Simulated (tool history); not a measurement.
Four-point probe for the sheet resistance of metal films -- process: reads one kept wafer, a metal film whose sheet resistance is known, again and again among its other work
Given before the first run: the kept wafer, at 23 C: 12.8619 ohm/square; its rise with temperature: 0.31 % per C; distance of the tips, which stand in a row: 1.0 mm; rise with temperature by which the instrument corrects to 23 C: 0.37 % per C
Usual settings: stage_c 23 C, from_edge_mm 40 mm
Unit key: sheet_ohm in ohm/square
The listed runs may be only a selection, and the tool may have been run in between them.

run,hour,stage_c,from_edge_mm,sheet_ohm
1,0,23,40,12.915564
2,41.6,23,40,12.916786
3,75.5,23,63,12.918844
4,113.1,23,40,12.916438
5,136.5,23,40,12.921789
6,171.8,23,40,12.925063
7,216.1,23,40,12.920693

Expected results for the next run?
8,257.7,23,40,?

Run 8 yielded sheet_ohm 12.923566 ohm/square.
Take away the tool's hidden state, keep the run-to-run variation as it was, and the same run would have given sheet_ohm 12.866177 ohm/square.
